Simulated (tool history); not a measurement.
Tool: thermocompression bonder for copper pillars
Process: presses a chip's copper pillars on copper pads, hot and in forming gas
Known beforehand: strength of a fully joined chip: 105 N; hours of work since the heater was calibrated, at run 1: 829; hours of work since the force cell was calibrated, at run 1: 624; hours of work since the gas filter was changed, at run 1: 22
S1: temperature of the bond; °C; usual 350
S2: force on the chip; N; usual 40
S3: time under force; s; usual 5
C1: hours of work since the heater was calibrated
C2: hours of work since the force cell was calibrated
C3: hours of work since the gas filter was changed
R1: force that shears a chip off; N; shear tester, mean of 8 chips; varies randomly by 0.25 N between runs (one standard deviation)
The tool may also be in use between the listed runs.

{"run": 1, "day": 0.0, "S1": 350, "S2": 40, "S3": 5, "C1": 829, "C2": 624, "C3": 22, "R1": 39.6}
{"run": 2, "day": 3.7, "S1": 350, "S2": 40, "S3": 5, "C1": 871, "C2": 666, "C3": 64, "R1": 39.7}
{"run": 3, "day": 7.012, "S1": 350, "S2": 40, "S3": 5, "C1": 909, "C2": 703, "C3": 101, "R1": 39.3}
{"run": 4, "day": 10.175, "S1": 350, "S2": 40, "S3": 5, "C1": 945, "C2": 739, "C3": 137, "R1": 39.0}
{"run": 5, "day": 13.858, "S1": 350, "S2": 40, "S3": 5, "C1": 987, "C2": 781, "C3": 179, "R1": 38.7}
{"day": 16.538, "done": "force cell calibrated"}
{"run": 6, "day": 17.079, "S1": 350, "S2": 40, "S3": 5, "C1": 1022, "C2": 6, "C3": 215, "R1": 37.4}
{"day": 17.421, "done": "forming gas filter changed"}
{"run": 7, "day": 21.05, "S1": 366, "S2": 40, "S3": 5, "C1": 1067, "C2": 51, "C3": 41, "R1": 44.3}
{"run": 8, "day": 23.875, "S1": 366, "S2": 40, "S3": 5, "C1": 1100, "C2": 83, "C3": 73, "R1": 44.3}
{"run": 9, "day": 27.058, "S1": 350, "S2": 24, "S3": 5, "C1": 1136, "C2": 119, "C3": 110, "R1": 20.9}
{"run": 10, "day": 30.429, "S1": 350, "S2": 40, "S3": 5, "C1": 1174, "C2": 158, "C3": 148, "R1": 37.5}
{"run": 11, "day": 32.35, "S1": 350, "S2": 40, "S3": 5, "C1": 1196, "C2": 180, "C3": 170, "R1": 37.2}
{"run": 12, "day": 34.088, "S1": 350, "S2": 40, "S3": 5, "C1": 1216, "C2": 199, "C3": 189, "R1": 37.1}
{"day": 36.588, "done": "forming gas filter changed"}
{"run": 13, "day": 37.525, "S1": 350, "S2": 40, "S3": 5, "C1": 1254, "C2": 238, "C3": 11, "R1": 37.7}
{"run": 14, "day": 41.021, "S1": 350, "S2": 40, "S3": 5, "C1": 1294, "C2": 278, "C3": 50, "R1": 37.6}
{"run": 15, "day": 43.683, "S1": 350, "S2": 40, "S3": 5, "C1": 1324, "C2": 308, "C3": 81, "R1": 37.6}
{"run": 16, "day": 45.888, "S1": 350, "S2": 40, "S3": 8, "C1": 1350, "C2": 333, "C3": 106, "R1": 44.9}
{"run": 17, "day": 47.617, "S1": 350, "S2": 40, "S3": 8, "C1": 1369, "C2": 353, "C3": 125, "R1": 45.1}

Predict the results of run 18:
{"run": 18, "day": 50.504, "S1": 325, "S2": 45, "S3": 11, "C1": 1402, "C2": 386, "C3": 158, "R1": "?"}

R1: 43.8 N
Minus the tool's unlogged condition, the same run would have read R1 49.2 N.

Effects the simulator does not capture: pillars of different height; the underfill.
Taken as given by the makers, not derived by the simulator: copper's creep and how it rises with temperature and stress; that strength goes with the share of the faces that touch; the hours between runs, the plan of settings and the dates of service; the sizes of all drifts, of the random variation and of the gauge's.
